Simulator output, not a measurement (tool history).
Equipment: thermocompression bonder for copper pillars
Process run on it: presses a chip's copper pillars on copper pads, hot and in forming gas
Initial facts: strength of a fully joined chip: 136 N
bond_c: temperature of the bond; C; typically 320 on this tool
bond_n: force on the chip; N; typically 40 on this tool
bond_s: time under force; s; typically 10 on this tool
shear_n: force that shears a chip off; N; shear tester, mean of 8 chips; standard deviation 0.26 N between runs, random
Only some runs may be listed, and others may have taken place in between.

run 1 hour=0.0 | bond_c=320 bond_n=40 bond_s=10 | shear_n=62.1
run 2 hour=20.6 | bond_c=320 bond_n=40 bond_s=23 | shear_n=82.2
run 3 hour=37.1 | bond_c=320 bond_n=40 bond_s=23 | shear_n=81.8
run 4 hour=47.8 | bond_c=320 bond_n=40 bond_s=23 | shear_n=81.9
run 5 hour=61.6 | bond_c=320 bond_n=40 bond_s=10 | shear_n=61.7
run 6 hour=79.1 | bond_c=320 bond_n=40 bond_s=16 | shear_n=73.1
run 7 hour=92.4 | bond_c=320 bond_n=40 bond_s=16 | shear_n=73.1
run 8 hour=107.9 | bond_c=320 bond_n=40 bond_s=16 | shear_n=72.5
run 9 hour=117.4 | bond_c=320 bond_n=40 bond_s=10 | shear_n=62.4
run 10 hour=135.4 | bond_c=320 bond_n=40 bond_s=10 | shear_n=63.7
run 11 hour=147.8 | bond_c=320 bond_n=40 bond_s=10 | shear_n=64.0
run 12 hour=164.3 | bond_c=320 bond_n=40 bond_s=10 | shear_n=63.5
run 13 hour=180.9 | bond_c=320 bond_n=40 bond_s=10 | shear_n=64.0
run 14 hour=191.4 | bond_c=320 bond_n=40 bond_s=10 | shear_n=64.1
run 15 hour=212.2 | bond_c=320 bond_n=40 bond_s=10 | shear_n=63.7
run 16 hour=230.1 | bond_c=320 bond_n=40 bond_s=10 | shear_n=63.8
run 17 hour=242.9 | bond_c=320 bond_n=40 bond_s=10 | shear_n=63.4
run 18 hour=262.3 | bond_c=320 bond_n=36 bond_s=6 | shear_n=49.0
run 19 hour=271.7 | bond_c=320 bond_n=36 bond_s=6 | shear_n=48.7
run 20 hour=280.9 | bond_c=348 bond_n=35 bond_s=10 | shear_n=75.7
run 21 hour=290.9 | bond_c=348 bond_n=35 bond_s=10 | shear_n=76.5
run 22 hour=302.1 | bond_c=329 bond_n=46 bond_s=10 | shear_n=75.0
run 23 hour=321.5 | bond_c=320 bond_n=40 bond_s=8 | shear_n=58.8
run 24 hour=341.5 | bond_c=345 bond_n=40 bond_s=15 | shear_n=89.5
run 25 hour=354.6 | bond_c=307 bond_n=35 bond_s=10 | shear_n=49.9
run 26 hour=372.0 | bond_c=320 bond_n=52 bond_s=6 | shear_n=62.2
run 27 hour=391.0 | bond_c=320 bond_n=26 bond_s=8 | shear_n=41.1
run 28 hour=405.1 | bond_c=305 bond_n=32 bond_s=25 | shear_n=62.4
run 29 hour=421.0 | bond_c=305 bond_n=32 bond_s=25 | shear_n=62.3
run 30 hour=429.7 | bond_c=320 bond_n=40 bond_s=16 | shear_n=70.9
run 31 hour=441.6 | bond_c=326 bond_n=51 bond_s=15 | shear_n=84.2
run 32 hour=453.3 | bond_c=326 bond_n=51 bond_s=15 | shear_n=83.9
run 33 hour=473.8 | bond_c=320 bond_n=34 bond_s=5 | shear_n=43.0
run 34 hour=484.6 | bond_c=320 bond_n=34 bond_s=5 | shear_n=43.1

Removed from this log: 3 entries logged between the listed runs. Between which two listed runs does each belong, and how does the tool's hidden state at the listed run before it compare with that at the listed run after it?
From run 9 to run 10: forming gas filter changed (hour 130.1)
  force that reaches the chip, % of what is set: 105.6 -> 105.7; oxide that the forming gas leaves, % of the face: 3.84 -> 0.67
  measured value less the no-hidden-state value, shear_n: +0.9 -> +3.0 N
From run 26 to run 27: force cell calibrated (hour 376.2)
  force that reaches the chip, % of what is set: 106.5 -> 100.1; oxide that the forming gas leaves, % of the face: 3.08 -> 3.25
  measured value less the no-hidden-state value, shear_n: +2.0 -> -0.3 N
From run 32 to run 33: forming gas filter changed (hour 468.6)
  oxide that the forming gas leaves, % of the face: 3.88 -> 0.6
  measured value less the no-hidden-state value, shear_n: -1.5 -> +1.0 N
